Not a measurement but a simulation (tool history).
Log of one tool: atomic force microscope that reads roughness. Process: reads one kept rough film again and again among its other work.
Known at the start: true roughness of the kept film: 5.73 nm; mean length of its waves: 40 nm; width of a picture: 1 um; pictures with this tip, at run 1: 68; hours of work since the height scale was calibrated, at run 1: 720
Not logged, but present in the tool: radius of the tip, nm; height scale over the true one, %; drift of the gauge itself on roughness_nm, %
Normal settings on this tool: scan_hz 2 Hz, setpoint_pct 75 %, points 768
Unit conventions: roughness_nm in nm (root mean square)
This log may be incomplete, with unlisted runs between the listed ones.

run    hour  scan_hz  setpoint_pct  points  pictures with this tip  hours of work since the height scale was calibrated  roughness_nm
  1       0        2            75     768                      68                                                  720         4.289
  2    62.8        2            75     768                     145                                                  746         4.103
  3      99        2            75     485                     189                                                  761         3.988
  4   163.2        2            75     485                     267                                                  788         3.846
  5     215        2            75     485                     331                                                  810         3.703
      228.6  -- new tip fitted
  6   243.1        2            70     768                      17                                                  822         4.613
  7   289.4        2            70     768                      74                                                  841         4.483
  8   344.5        2            75     307                     141                                                  864         4.157
  9   378.7        2            75     307                     183                                                  879         4.007
 10   440.8        2            75     768                     259                                                  905         3.869
 11   476.3        2            75     768                     302                                                  920         3.772
      511.6  -- new tip fitted
 12   511.6        2            75     768                       0                                                  934         4.485
 13   553.9        2            75     768                      51                                                  952         4.375
 14   593.2        2            75     768                      99                                                  969         4.237
 15   632.5        2            75     768                     147                                                  985         4.103
      637.8  -- height scale calibrated on a step standard
 16   679.9        2            75     768                     204                                                   18         3.981
 17   707.7     0.62            83     321                     238                                                   29         4.211
 18   745.6     2.67            56     768                     284                                                   45         4.173
 19   773.6     1.72            75     768                     318                                                   57         3.803
      779.2  -- height scale calibrated on a step standard, once more
      798.8  -- new tip fitted
 20   820.2     1.72            75     768                      26                                                   17         4.532
 21     881     1.02            61     373                     101                                                   43         4.773
 22   913.3      0.7            61     276                     140                                                   56         4.721
 23   955.7      0.7            64     757                     192                                                   74           4.6
 24    1000      0.7            84     769                     246                                                   93          4.24
 25  1035.3        1            83     984                     289                                                  108         4.005
     1079.8  -- new tip fitted
 26  1079.8        1            58     257                       0                                                  126         5.123
 27  1131.1     2.84            62     306                      62                                                  148          4.55
 28  1178.2     2.84            62     306                     120                                                  167         4.434
 29    1221     2.84            62     306                     172                                                  185         4.308
 30  1247.8     2.84            62     306                     205                                                  197         4.245
 31    1288     2.84            62     306                     254                                                  214         4.129

Run by run, hidden condition taken away, random variation retained:
run  roughness_nm
  1         4.556
  2         4.556
  3          4.54
  4         4.558
  5         4.539
  6         4.721
  7         4.743
  8         4.568
  9         4.518
 10         4.548
 11         4.551
 12          4.55
 13          4.59
 14         4.572
 15         4.547
 16         4.562
 17         4.916
 18          4.99
 19         4.617
 20         4.659
 21         5.136
 22         5.181
 23         5.193
 24          4.93
 25         4.763
 26         5.144
 27         4.738
 28         4.783
 29         4.779
 30         4.791
 31         4.782
